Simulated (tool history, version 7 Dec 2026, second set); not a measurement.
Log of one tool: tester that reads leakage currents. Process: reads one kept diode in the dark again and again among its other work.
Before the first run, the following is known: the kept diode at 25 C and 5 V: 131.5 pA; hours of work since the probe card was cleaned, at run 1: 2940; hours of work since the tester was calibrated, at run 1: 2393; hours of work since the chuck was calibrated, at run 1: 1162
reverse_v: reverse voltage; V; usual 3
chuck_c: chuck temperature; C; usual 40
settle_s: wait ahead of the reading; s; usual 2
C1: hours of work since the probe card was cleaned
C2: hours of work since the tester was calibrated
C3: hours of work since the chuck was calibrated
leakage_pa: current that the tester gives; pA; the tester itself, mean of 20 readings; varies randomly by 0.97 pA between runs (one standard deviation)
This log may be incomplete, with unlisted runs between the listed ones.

Run 1, hour 0: usual settings; C1 2940; C2 2393; C3 1162. Result: leakage_pa 296.79 pA.
Run 2, hour 117: usual settings; C1 3001; C2 2453; C3 1223. Result: leakage_pa 295.25 pA.
Run 3, hour 247.6: usual settings; C1 3068; C2 2521; C3 1290. Result: leakage_pa 295.11 pA.
Run 4, hour 354.8: usual settings but settle_s 0.87 s; C1 3124; C2 2576; C3 1346. Result: leakage_pa 291.8 pA.
Run 5, hour 488.5: usual settings but chuck_c 25 C; C1 3193; C2 2646; C3 1415. Result: leakage_pa 90.98 pA.
At hour 498.7: chuck's temperature calibrated.
Run 6, hour 577.9: usual settings; C1 3238; C2 2691; C3 41. Result: leakage_pa 329.35 pA.
Run 7, hour 693.5: usual settings; C1 3298; C2 2751; C3 101. Result: leakage_pa 329.81 pA.
Run 8, hour 842.9: usual settings; C1 3375; C2 2828; C3 178. Result: leakage_pa 324.73 pA.
Run 9, hour 933.8: usual settings; C1 3422; C2 2875; C3 225. Result: leakage_pa 323.91 pA.
Run 10, hour 1057.5: usual settings; C1 3486; C2 2939; C3 289. Result: leakage_pa 321.33 pA.
Run 11, hour 1152.4: usual settings; C1 3536; C2 2988; C3 338. Result: leakage_pa 322.05 pA.
Run 12, hour 1284.8: usual settings; C1 3604; C2 3057; C3 407. Result: leakage_pa 318.76 pA.
Run 13, hour 1372.6: usual settings; C1 3649; C2 3102; C3 452. Result: leakage_pa 317.94 pA.
Run 14, hour 1527.5: usual settings but reverse_v 18.13 V; C1 3730; C2 3182; C3 532. Result: leakage_pa 884.77 pA.
Run 15, hour 1598.8: usual settings but reverse_v 18.13 V; C1 3767; C2 3219; C3 569. Result: leakage_pa 881.96 pA.
Run 16, hour 1706.3: usual settings but reverse_v 18.13 V; C1 3822; C2 3275; C3 625. Result: leakage_pa 884 pA.
Run 17, hour 1784.3: usual settings; C1 3862; C2 3315; C3 665. Result: leakage_pa 311.77 pA.
At hour 1842.8: probe card cleaned and baked.
Run 18, hour 1907: usual settings; C1 33; C2 3377; C3 727. Result: leakage_pa 304.89 pA.
Run 19, hour 2027.4: usual settings; C1 96; C2 3439; C3 789. Result: leakage_pa 303.34 pA.
At hour 2042.3: tester calibrated.
Run 20, hour 2172.2: usual settings but chuck_c 27 C; C1 169; C2 67; C3 863. Result: leakage_pa 108.64 pA.
Run 21, hour 2279.1: usual settings but reverse_v 8.31 V, chuck_c 39 C, settle_s 3.92 s; C1 225; C2 123; C3 919. Result: leakage_pa 497.28 pA.
Run 22, hour 2407.1: usual settings but reverse_v 12.28 V, chuck_c 54 C; C1 291; C2 189; C3 985. Result: leakage_pa 1849.91 pA.
Run 23, hour 2550.4: usual settings but reverse_v 12.28 V, chuck_c 28 C; C1 365; C2 263; C3 1059. Result: leakage_pa 257.98 pA.
Run 24, hour 2651.8: usual settings but reverse_v 12.28 V, chuck_c 28 C; C1 418; C2 315; C3 1111. Result: leakage_pa 254.43 pA.
At hour 2797.9: tester calibrated, once more.
Run 25, hour 2797.9: usual settings but reverse_v 17.95 V; C1 492; C2 0; C3 1186. Result: leakage_pa 786.29 pA.
Run 26, hour 2866.5: usual settings but reverse_v 4.11 V, settle_s 6.71 s; C1 528; C2 35; C3 1222. Result: leakage_pa 340.85 pA.
Run 27, hour 2990.2: usual settings but reverse_v 17.27 V, chuck_c 44 C, settle_s 1.32 s; C1 592; C2 100; C3 1286. Result: leakage_pa 1032.68 pA.
Run 28, hour 3074.1: usual settings but chuck_c 58 C, settle_s 2.2 s; C1 635; C2 143; C3 1329. Result: leakage_pa 1041.33 pA.
Run 29, hour 3172.6: usual settings but chuck_c 58 C, settle_s 2.2 s; C1 686; C2 194; C3 1380. Result: leakage_pa 1027.93 pA.
At hour 3246.4: chuck's temperature calibrated.
Run 30, hour 3260.7: usual settings but chuck_c 58 C, settle_s 2.2 s; C1 731; C2 238; C3 7. Result: leakage_pa 1173.58 pA.
Run 31, hour 3335: usual settings but reverse_v 9.42 V, chuck_c 48 C, settle_s 3.32 s; C1 769; C2 277; C3 46. Result: leakage_pa 1115.7 pA.
Run 32, hour 3431.4: usual settings but reverse_v 9.42 V, chuck_c 48 C, settle_s 3.32 s; C1 819; C2 327; C3 96. Result: leakage_pa 1111.85 pA.
Run 33, hour 3547.9: usual settings but reverse_v 9.42 V, chuck_c 36 C, settle_s 3.32 s; C1 879; C2 387; C3 156. Result: leakage_pa 453.47 pA.
Run 34, hour 3701: usual settings but reverse_v 2.42 V, settle_s 4.81 s; C1 958; C2 466; C3 235. Result: leakage_pa 282.74 pA.
Run 35, hour 3776.3: usual settings but reverse_v 2.85 V, chuck_c 24 C, settle_s 0.45 s; C1 997; C2 505; C3 274. Result: leakage_pa 88.77 pA.
Run 36, hour 3932.5: usual settings but reverse_v 2.85 V, chuck_c 24 C, settle_s 0.45 s; C1 1078; C2 586; C3 355. Result: leakage_pa 87.82 pA.
Run 37, hour 4059.9: usual settings but reverse_v 1.16 V, chuck_c 45 C, settle_s 0.6 s; C1 1144; C2 652; C3 421. Result: leakage_pa 266.8 pA.
Run 38, hour 4127.7: usual settings but reverse_v 1.16 V, chuck_c 45 C, settle_s 0.6 s; C1 1179; C2 687; C3 456. Result: leakage_pa 264.82 pA.

Each row is a separate what-if for the run after 38, all from the same tool condition, not one after another. Results?
Run A, hour 4274.9: usual settings but reverse_v 1.16 V, chuck_c 45 C, settle_s 0.97 s; C1 1255; C2 763; C3 532. Result: leakage_pa ?.
Run B, hour 4274.9: usual settings but reverse_v 13.46 V, chuck_c 37 C; C1 1255; C2 763; C3 532. Result: leakage_pa ?.
Run C, hour 4274.9: usual settings but reverse_v 1.16 V, chuck_c 31 C, settle_s 0.96 s; C1 1255; C2 763; C3 532. Result: leakage_pa ?.
Run D, hour 4274.9: usual settings but reverse_v 13.71 V, chuck_c 23 C, settle_s 9.46 s; C1 1255; C2 763; C3 532. Result: leakage_pa ?.

run  leakage_pa
  A      262.86
  B      578.12
  C       90.88
  D      193.87
Without the tool's unlogged condition, the same runs would have read:
run  leakage_pa
  A      274.39
  B      598.46
  C       94.84
  D      196.14

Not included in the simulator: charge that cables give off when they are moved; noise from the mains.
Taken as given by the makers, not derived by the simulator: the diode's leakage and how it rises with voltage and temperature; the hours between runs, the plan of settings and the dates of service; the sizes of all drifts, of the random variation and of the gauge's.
